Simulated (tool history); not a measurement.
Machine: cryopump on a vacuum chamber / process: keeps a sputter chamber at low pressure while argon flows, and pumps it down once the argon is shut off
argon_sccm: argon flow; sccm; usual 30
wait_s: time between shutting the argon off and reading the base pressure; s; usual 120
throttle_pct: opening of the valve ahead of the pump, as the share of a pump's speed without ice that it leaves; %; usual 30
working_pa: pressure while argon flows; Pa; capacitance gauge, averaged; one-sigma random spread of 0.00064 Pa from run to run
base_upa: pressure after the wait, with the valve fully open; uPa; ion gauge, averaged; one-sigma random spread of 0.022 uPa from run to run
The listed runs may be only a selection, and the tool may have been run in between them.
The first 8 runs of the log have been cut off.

run   hour  argon_sccm  wait_s  throttle_pct  working_pa  base_upa
  9  333.0          30     120            30      0.1110      1.39
 10  360.0          30     120            30      0.1129      1.39
 11  413.2          30     120            30      0.1118      1.43
 12  468.5          16     120            30      0.0594      1.40
 13  523.4          16     120            30      0.0613      1.51
 14  562.0          16     120            30      0.0603      1.51
 15  601.0          16     120            30      0.0615      1.48
 16  635.4          22     120            30      0.0844      1.48
     664.6  -- pump warmed up, emptied and cooled again
 17  686.8          13     120            30      0.0446      1.19

What will run 18 give?
 18  732.1          30     120            22           ?         ?

Run 18 came out at working_pa 0.1398 Pa, base_upa 1.28 uPa.
Were there no unlogged condition in the tool, this run, its random variation unchanged, would have produced working_pa 0.1390 Pa, base_upa 0.70 uPa.

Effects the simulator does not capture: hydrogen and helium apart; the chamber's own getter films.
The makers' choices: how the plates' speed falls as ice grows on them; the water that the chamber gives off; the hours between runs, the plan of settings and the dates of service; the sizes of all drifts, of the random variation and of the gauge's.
